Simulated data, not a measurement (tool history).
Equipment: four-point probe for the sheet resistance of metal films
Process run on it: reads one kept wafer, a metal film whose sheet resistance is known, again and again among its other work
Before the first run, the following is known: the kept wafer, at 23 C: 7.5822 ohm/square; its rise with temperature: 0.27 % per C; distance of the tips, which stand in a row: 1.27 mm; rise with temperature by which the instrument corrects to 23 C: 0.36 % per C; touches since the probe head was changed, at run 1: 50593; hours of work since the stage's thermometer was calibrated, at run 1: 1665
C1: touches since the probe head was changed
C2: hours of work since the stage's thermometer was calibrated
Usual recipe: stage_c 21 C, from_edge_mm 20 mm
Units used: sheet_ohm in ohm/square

Run 1, hour 0.0: usual settings; C1 50593; C2 1665. Result: sheet_ohm 7.530685 ohm/square.
Run 2, hour 72.4: usual settings but from_edge_mm 17 mm; C1 51764; C2 1694. Result: sheet_ohm 7.536124 ohm/square.
Run 3, hour 155.9: usual settings but from_edge_mm 13 mm; C1 53115; C2 1729. Result: sheet_ohm 7.550712 ohm/square.
Run 4, hour 210.1: usual settings but stage_c 24 C; C1 53991; C2 1751. Result: sheet_ohm 7.510857 ohm/square.
At hour 259.5: stage's thermometer calibrated.
Run 5, hour 276.3: usual settings but from_edge_mm 38 mm; C1 55055; C2 7. Result: sheet_ohm 7.511801 ohm/square.
Run 6, hour 349.1: usual settings but from_edge_mm 38 mm; C1 56231; C2 37. Result: sheet_ohm 7.510993 ohm/square.
Run 7, hour 444.5: usual settings but from_edge_mm 38 mm; C1 57775; C2 76. Result: sheet_ohm 7.505627 ohm/square.
Run 8, hour 535.3: usual settings; C1 59243; C2 113. Result: sheet_ohm 7.517120 ohm/square.
At hour 598.3: stage's thermometer calibrated, once more.
Run 9, hour 623.0: usual settings; C1 60653; C2 10. Result: sheet_ohm 7.527622 ohm/square.
Run 10, hour 686.6: usual settings but stage_c 34 C, from_edge_mm 12 mm; C1 61682; C2 36. Result: sheet_ohm 7.477434 ohm/square.
Run 11, hour 797.5: usual settings but stage_c 34 C, from_edge_mm 12 mm; C1 63477; C2 82. Result: sheet_ohm 7.471774 ohm/square.
Run 12, hour 863.9: usual settings but stage_c 34 C, from_edge_mm 12 mm; C1 64551; C2 109. Result: sheet_ohm 7.472616 ohm/square.
Run 13, hour 965.7: usual settings but stage_c 34 C, from_edge_mm 39 mm; C1 66197; C2 151. Result: sheet_ohm 7.428763 ohm/square.
Run 14, hour 1024.0: usual settings but stage_c 34 C, from_edge_mm 39 mm; C1 67141; C2 175. Result: sheet_ohm 7.429313 ohm/square.
Run 15, hour 1082.8: usual settings but stage_c 34 C, from_edge_mm 39 mm; C1 68091; C2 199. Result: sheet_ohm 7.427806 ohm/square.
Run 16, hour 1185.1: usual settings but stage_c 31 C, from_edge_mm 3 mm; C1 69746; C2 241. Result: sheet_ohm 8.087727 ohm/square.
Run 17, hour 1236.0: usual settings but stage_c 34 C, from_edge_mm 8 mm; C1 70569; C2 262. Result: sheet_ohm 7.518348 ohm/square.

Forecast each of these 3 alternatives for the next run:
Run A, hour 1343.4: usual settings but from_edge_mm 64 mm; C1 72307; C2 306. Result: sheet_ohm ?.
Run B, hour 1343.4: usual settings but stage_c 18 C, from_edge_mm 7 mm; C1 72307; C2 306. Result: sheet_ohm ?.
Run C, hour 1343.4: usual settings but stage_c 29 C, from_edge_mm 67 mm; C1 72307; C2 306. Result: sheet_ohm ?.

run  sheet_ohm
  A   7.494536
  B   7.641487
  C   7.446044
Take away the tool's hidden state, keep each run's random variation, and the runs would have read:
run  sheet_ohm
  A   7.595237
  B   7.744036
  C   7.546069
